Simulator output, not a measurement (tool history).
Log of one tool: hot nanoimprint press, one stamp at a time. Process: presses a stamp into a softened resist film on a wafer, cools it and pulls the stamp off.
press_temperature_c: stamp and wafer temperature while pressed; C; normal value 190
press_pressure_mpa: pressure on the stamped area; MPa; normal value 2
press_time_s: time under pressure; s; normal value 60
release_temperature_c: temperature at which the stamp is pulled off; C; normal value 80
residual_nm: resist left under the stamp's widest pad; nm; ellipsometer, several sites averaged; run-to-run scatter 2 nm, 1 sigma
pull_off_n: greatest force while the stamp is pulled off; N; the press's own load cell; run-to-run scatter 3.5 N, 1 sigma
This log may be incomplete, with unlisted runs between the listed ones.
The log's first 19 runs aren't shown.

| run | hour | press_temperature_c | press_pressure_mpa | press_time_s | release_temperature_c | residual_nm | pull_off_n |
|---|---|---|---|---|---|---|---|
| 20 | 243.4 | 190 | 2 | 60 | 88 | 406.7 | 146 |
| 21 | 250.9 | 190 | 2 | 60 | 88 | 407.1 | 154 |
| 22 | 265.5 | 190 | 1.76 | 85 | 80 | 382.5 | 182 |
| 23 | 274 | 198 | 2 | 60 | 80 | 327.2 | 183 |
| 24 | 287.7 | 198 | 1.37 | 60 | 66 | 399 | 225 |
| 25 | 298.5 | 198 | 1.37 | 60 | 66 | 399.7 | 223 |
| 26 | 306.7 | 198 | 1.37 | 60 | 66 | 397.5 | 234 |
| 27 | 313.5 | 190 | 1.4 | 98 | 80 | 416.8 | 187 |
| 28 | 322.6 | 190 | 1.4 | 98 | 80 | 416.5 | 187 |
| 29 | 331.1 | 190 | 1.4 | 98 | 80 | 413.3 | 184 |
| 30 | 346.2 | 190 | 1.4 | 98 | 80 | 412.6 | 186 |

4 options for the next run, each taken on its own from the tool as it stands now. Forecast them:
| A | 352.9 | 190 | 2.94 | 52 | 73 | ? | ? |
| B | 352.9 | 190 | 2 | 60 | 88 | ? | ? |
| C | 352.9 | 190 | 1.4 | 41 | 80 | ? | ? |
| D | 352.9 | 189 | 2.26 | 98 | 80 | ? | ? |

| run | residual_nm | pull_off_n |
|---|---|---|
| A | 346.4 | 212 |
| B | 403 | 157 |
| C | 506.7 | 186 |
| D | 333.8 | 184 |
Without the tool's unlogged condition, the same runs would have read:
| run | residual_nm | pull_off_n |
|---|---|---|
| A | 337.5 | 193 |
| B | 398.4 | 143 |
| C | 505.2 | 170 |
| D | 328.4 | 168 |
